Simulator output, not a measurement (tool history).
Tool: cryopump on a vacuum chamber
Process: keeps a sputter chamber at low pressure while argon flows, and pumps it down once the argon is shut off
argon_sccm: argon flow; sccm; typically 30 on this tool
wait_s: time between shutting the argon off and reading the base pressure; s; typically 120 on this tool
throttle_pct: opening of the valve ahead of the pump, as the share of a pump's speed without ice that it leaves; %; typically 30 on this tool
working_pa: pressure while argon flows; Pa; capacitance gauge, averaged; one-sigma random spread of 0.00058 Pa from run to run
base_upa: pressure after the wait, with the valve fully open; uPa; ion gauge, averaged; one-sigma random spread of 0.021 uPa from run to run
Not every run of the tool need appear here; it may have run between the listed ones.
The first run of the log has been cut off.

Run 2, hour 45.8: usual settings. Result: working_pa 0.0755 Pa, base_upa 0.5 uPa.
Run 3, hour 81.7: usual settings. Result: working_pa 0.0763 Pa, base_upa 0.54 uPa.
Run 4, hour 124.3: usual settings. Result: working_pa 0.0766 Pa, base_upa 0.55 uPa.
Run 5, hour 169.8: usual settings but argon_sccm 24 sccm. Result: working_pa 0.0612 Pa, base_upa 0.54 uPa.
Run 6, hour 191.2: usual settings but argon_sccm 24 sccm. Result: working_pa 0.0611 Pa, base_upa 0.57 uPa.
Run 7, hour 231.6: usual settings. Result: working_pa 0.0771 Pa, base_upa 0.58 uPa.
Run 8, hour 265.3: usual settings. Result: working_pa 0.0768 Pa, base_upa 0.6 uPa.
Run 9, hour 291.6: usual settings. Result: working_pa 0.0785 Pa, base_upa 0.64 uPa.
Run 10, hour 339.1: usual settings. Result: working_pa 0.0786 Pa, base_upa 0.68 uPa.
Run 11, hour 382.6: usual settings. Result: working_pa 0.0776 Pa, base_upa 0.69 uPa.
Run 12, hour 411.9: usual settings. Result: working_pa 0.0786 Pa, base_upa 0.71 uPa.
Run 13, hour 454.8: usual settings. Result: working_pa 0.0781 Pa, base_upa 0.74 uPa.
Run 14, hour 501.2: usual settings. Result: working_pa 0.0788 Pa, base_upa 0.81 uPa.
Run 15, hour 539.1: usual settings. Result: working_pa 0.0779 Pa, base_upa 0.8 uPa.
Run 16, hour 569.6: usual settings but throttle_pct 20 %. Result: working_pa 0.115 Pa, base_upa 0.8 uPa.
Run 17, hour 599.9: usual settings. Result: working_pa 0.0796 Pa, base_upa 0.8 uPa.
Run 18, hour 648.7: usual settings but wait_s 115 s. Result: working_pa 0.0809 Pa, base_upa 0.84 uPa.

Predict the results of run 19:
Run 19, hour 674.7: usual settings but argon_sccm 39 sccm, wait_s 52 s, throttle_pct 29 %. Result: working_pa ?, base_upa ?.

working_pa: 0.1062 Pa
base_upa: 1.1 uPa
The same run, on a tool lacking any hidden state, would have yielded working_pa 0.0974 Pa, base_upa 0.52 uPa.

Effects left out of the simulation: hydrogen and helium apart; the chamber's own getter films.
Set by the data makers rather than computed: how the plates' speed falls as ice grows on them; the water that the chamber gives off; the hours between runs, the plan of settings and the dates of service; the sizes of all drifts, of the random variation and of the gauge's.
